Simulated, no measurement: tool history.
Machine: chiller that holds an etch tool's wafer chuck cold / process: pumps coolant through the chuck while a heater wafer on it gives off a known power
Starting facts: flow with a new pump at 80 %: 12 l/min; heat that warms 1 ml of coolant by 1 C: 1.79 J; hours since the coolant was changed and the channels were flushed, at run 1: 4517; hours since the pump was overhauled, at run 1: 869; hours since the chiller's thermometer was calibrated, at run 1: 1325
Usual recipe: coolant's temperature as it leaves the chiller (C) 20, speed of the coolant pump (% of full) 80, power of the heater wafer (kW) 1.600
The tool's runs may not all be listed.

| run | day | coolant's temperature as it leaves the chiller (C) | speed of the coolant pump (% of full) | power of the heater wafer (kW) | hours since the coolant was changed and the channels were flushed | hours since the pump was overhauled | hours since the chiller's thermometer was calibrated | chuck's temperature once it has settled (K) | how much warmer the coolant comes back (C) |
|---|---|---|---|---|---|---|---|---|---|
| 1 | 0.000 | 20 | 80 | 1.600 | 4517 | 869 | 1325 | 308.55 | 4.56 |
| 2 | 0.558 | 20 | 80 | 1.600 | 4530 | 882 | 1338 | 308.55 | 4.51 |
| 3 | 1.421 | 20 | 80 | 1.600 | 4551 | 903 | 1359 | 308.65 | 4.52 |
| 4 | 2.592 | 20 | 80 | 1.600 | 4579 | 931 | 1387 | 308.55 | 4.50 |
| 5 | 3.583 | 20 | 80 | 1.600 | 4603 | 955 | 1411 | 308.65 | 4.57 |
| 6 | 4.750 | 20 | 80 | 1.600 | 4631 | 983 | 1439 | 308.85 | 4.49 |
| 7 | 5.479 | 20 | 80 | 1.600 | 4649 | 1000 | 1456 | 308.65 | 4.49 |
| 8 | 6.488 | 20 | 80 | 1.600 | 4673 | 1024 | 1480 | 308.75 | 4.51 |
| 9 | 7.050 | 20 | 80 | 1.600 | 4686 | 1038 | 1494 | 308.75 | 4.58 |
| 10 | 7.650 | 20 | 80 | 0.979 | 4701 | 1052 | 1508 | 302.55 | 2.74 |
| 11 | 8.700 | 20 | 81 | 1.600 | 4726 | 1077 | 1534 | 308.65 | 4.48 |
| 12 | 9.454 | 20 | 81 | 1.600 | 4744 | 1096 | 1552 | 308.65 | 4.48 |
| 13 | 10.196 | 20 | 80 | 0.860 | 4762 | 1113 | 1569 | 301.25 | 2.41 |
| 14 | 11.238 | 20 | 69 | 0.966 | 4787 | 1138 | 1594 | 303.35 | 3.16 |
| 15 | 11.975 | 20 | 69 | 0.966 | 4804 | 1156 | 1612 | 303.45 | 3.23 |
| 16 | 12.817 | 20 | 69 | 0.966 | 4825 | 1176 | 1632 | 303.45 | 3.18 |
| 17 | 13.671 | 10 | 68 | 1.600 | 4845 | 1197 | 1653 | 300.55 | 5.41 |
| 18 | 14.254 | 10 | 68 | 1.600 | 4859 | 1211 | 1667 | 300.55 | 5.34 |
| 19 | 15.329 | 14 | 68 | 1.600 | 4885 | 1237 | 1693 | 304.65 | 5.34 |
| 20 | 16.454 | 14 | 77 | 2.001 | 4912 | 1264 | 1720 | 307.15 | 5.86 |
| 21 | 17.196 | 14 | 77 | 2.001 | 4930 | 1281 | 1737 | 307.35 | 5.90 |
| 22 | 17.817 | 12 | 81 | 1.164 | 4945 | 1296 | 1752 | 296.45 | 3.26 |
| 23 | 18.733 | 19 | 89 | 1.600 | 4967 | 1318 | 1774 | 306.65 | 4.09 |
| 24 | 19.462 | 13 | 80 | 1.899 | 4984 | 1336 | 1792 | 304.85 | 5.43 |
| 25 | 20.138 | 15 | 80 | 2.259 | 5000 | 1352 | 1808 | 310.35 | 6.39 |

Predict each of these 3 candidate next runs independently; none follows another, all start after run 25:
| A | 20.688 | 15 | 67 | 0.974 | 5014 | 1365 | 1821 | ? | ? |
| B | 20.688 | 15 | 93 | 1.155 | 5014 | 1365 | 1821 | ? | ? |
| C | 20.688 | 29 | 65 | 2.259 | 5014 | 1365 | 1821 | ? | ? |

| run | chuck's temperature once it has settled (K) | how much warmer the coolant comes back (C) |
|---|---|---|
| A | 298.95 | 3.32 |
| B | 298.35 | 2.78 |
| C | 327.75 | 7.96 |
Take away the tool's hidden state, keep each run's random variation, and the runs would have read:
| run | chuck's temperature once it has settled (K) | how much warmer the coolant comes back (C) |
|---|---|---|
| A | 298.35 | 3.28 |
| B | 297.65 | 2.75 |
| C | 325.75 | 7.85 |

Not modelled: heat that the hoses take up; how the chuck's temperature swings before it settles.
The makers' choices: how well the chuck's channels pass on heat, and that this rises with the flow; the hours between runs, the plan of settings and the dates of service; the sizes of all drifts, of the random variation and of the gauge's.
